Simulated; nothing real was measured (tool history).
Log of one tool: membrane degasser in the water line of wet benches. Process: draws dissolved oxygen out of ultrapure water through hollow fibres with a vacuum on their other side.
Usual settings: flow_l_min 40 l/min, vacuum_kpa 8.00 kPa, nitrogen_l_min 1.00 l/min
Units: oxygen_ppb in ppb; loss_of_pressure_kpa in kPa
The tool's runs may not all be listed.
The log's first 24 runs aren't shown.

run	day	flow_l_min	vacuum_kpa	nitrogen_l_min	hours since the membrane was changed	hours since the vacuum gauge was calibrated	hours since the vacuum lines were made tight	oxygen_ppb	loss_of_pressure_kpa
25	37.575	42	9.04	1.23	1210	246	8935	504.0	46.89
26	39.383	33	19.93	1.22	1254	289	8978	945.8	36.99
27	40.758	61	18.23	1.26	1287	322	9011	1479.8	67.96
28	42.871	30	5.57	1.00	1337	373	9062	186.3	33.45
29	44.921	30	5.57	1.00	1387	422	9111	189.4	33.94
30	46.129	30	5.57	1.00	1416	451	9140	188.7	33.89
31	47.454	32	13.49	0.60	1447	483	9172	960.2	35.86
32	48.896	63	5.16	2.02	1482	518	9206	453.4	70.44

Forecast each of these 3 alternatives for the next run:
A	50.775	37	8.43	0.86	1527	563	9251	?	?
B	50.775	44	8.00	1.44	1527	563	9251	?	?
C	50.775	43	8.00	1.00	1527	563	9251	?	?

run	oxygen_ppb	loss_of_pressure_kpa
A	502.2	41.29
B	428.7	49.23
C	516.6	48.53
Without the tool's hidden state the same runs would have given:
run	oxygen_ppb	loss_of_pressure_kpa
A	498.1	40.96
B	422.4	48.83
C	511.3	48.14
